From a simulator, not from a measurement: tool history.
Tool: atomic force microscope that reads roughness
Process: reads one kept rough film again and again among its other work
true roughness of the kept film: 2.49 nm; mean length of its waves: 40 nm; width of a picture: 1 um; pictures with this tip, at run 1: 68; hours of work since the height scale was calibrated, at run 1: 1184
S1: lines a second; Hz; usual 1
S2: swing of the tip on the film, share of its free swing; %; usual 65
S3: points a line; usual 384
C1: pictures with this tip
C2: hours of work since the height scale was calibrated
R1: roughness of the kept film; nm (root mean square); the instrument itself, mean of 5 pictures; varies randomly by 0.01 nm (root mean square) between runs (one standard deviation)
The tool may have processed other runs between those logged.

{"run": 1, "day": 0.0, "S1": 1, "S2": 65, "S3": 384, "C1": 68, "C2": 1184, "R1": 2.37}
{"run": 2, "day": 1.092, "S1": 1, "S2": 65, "S3": 384, "C1": 120, "C2": 1204, "R1": 2.365}
{"run": 3, "day": 1.821, "S1": 1, "S2": 65, "S3": 384, "C1": 155, "C2": 1217, "R1": 2.339}
{"run": 4, "day": 2.854, "S1": 1, "S2": 65, "S3": 384, "C1": 205, "C2": 1236, "R1": 2.37}
{"day": 3.367, "done": "new tip fitted"}
{"run": 5, "day": 4.212, "S1": 1, "S2": 65, "S3": 384, "C1": 41, "C2": 1260, "R1": 2.36}
{"run": 6, "day": 5.196, "S1": 1, "S2": 65, "S3": 384, "C1": 88, "C2": 1278, "R1": 2.332}
{"run": 7, "day": 6.1, "S1": 1, "S2": 65, "S3": 384, "C1": 131, "C2": 1295, "R1": 2.354}
{"run": 8, "day": 7.375, "S1": 1, "S2": 65, "S3": 384, "C1": 193, "C2": 1318, "R1": 2.376}
{"day": 8.208, "done": "new tip fitted"}
{"run": 9, "day": 8.488, "S1": 1, "S2": 65, "S3": 384, "C1": 14, "C2": 1338, "R1": 2.358}
{"run": 10, "day": 10.075, "S1": 1, "S2": 65, "S3": 488, "C1": 90, "C2": 1367, "R1": 2.366}
{"run": 11, "day": 11.55, "S1": 1, "S2": 65, "S3": 488, "C1": 161, "C2": 1394, "R1": 2.335}
{"run": 12, "day": 12.521, "S1": 1, "S2": 65, "S3": 488, "C1": 208, "C2": 1412, "R1": 2.377}
{"day": 12.933, "done": "new tip fitted"}
{"run": 13, "day": 13.838, "S1": 1, "S2": 65, "S3": 854, "C1": 43, "C2": 1436, "R1": 2.366}
{"run": 14, "day": 15.358, "S1": 0.89, "S2": 86, "S3": 854, "C1": 116, "C2": 1463, "R1": 2.29}
{"run": 15, "day": 16.958, "S1": 0.68, "S2": 65, "S3": 319, "C1": 193, "C2": 1493, "R1": 2.374}
{"day": 17.738, "done": "new tip fitted"}
{"run": 16, "day": 18.404, "S1": 0.68, "S2": 65, "S3": 319, "C1": 32, "C2": 1519, "R1": 2.361}

Each row is a separate what-if for the run after 16, all from the same tool condition, not one after another. Results?
{"run": "A", "day": 19.096, "S1": 0.68, "S2": 65, "S3": 493, "C1": 65, "C2": 1531, "R1": "?"}
{"run": "B", "day": 19.096, "S1": 3.94, "S2": 65, "S3": 384, "C1": 65, "C2": 1531, "R1": "?"}
{"run": "C", "day": 19.096, "S1": 0.53, "S2": 74, "S3": 319, "C1": 65, "C2": 1531, "R1": "?"}
{"run": "D", "day": 19.096, "S1": 1, "S2": 65, "S3": 954, "C1": 65, "C2": 1531, "R1": "?"}
{"run": "E", "day": 19.096, "S1": 1.47, "S2": 57, "S3": 319, "C1": 65, "C2": 1531, "R1": "?"}

run=A R1=2.379
run=B R1=2.229
run=C R1=2.353
run=D R1=2.358
run=E R1=2.364
With no hidden state in the tool, these same runs would have given:
run=A R1=2.381
run=B R1=2.23
run=C R1=2.355
run=D R1=2.36
run=E R1=2.366
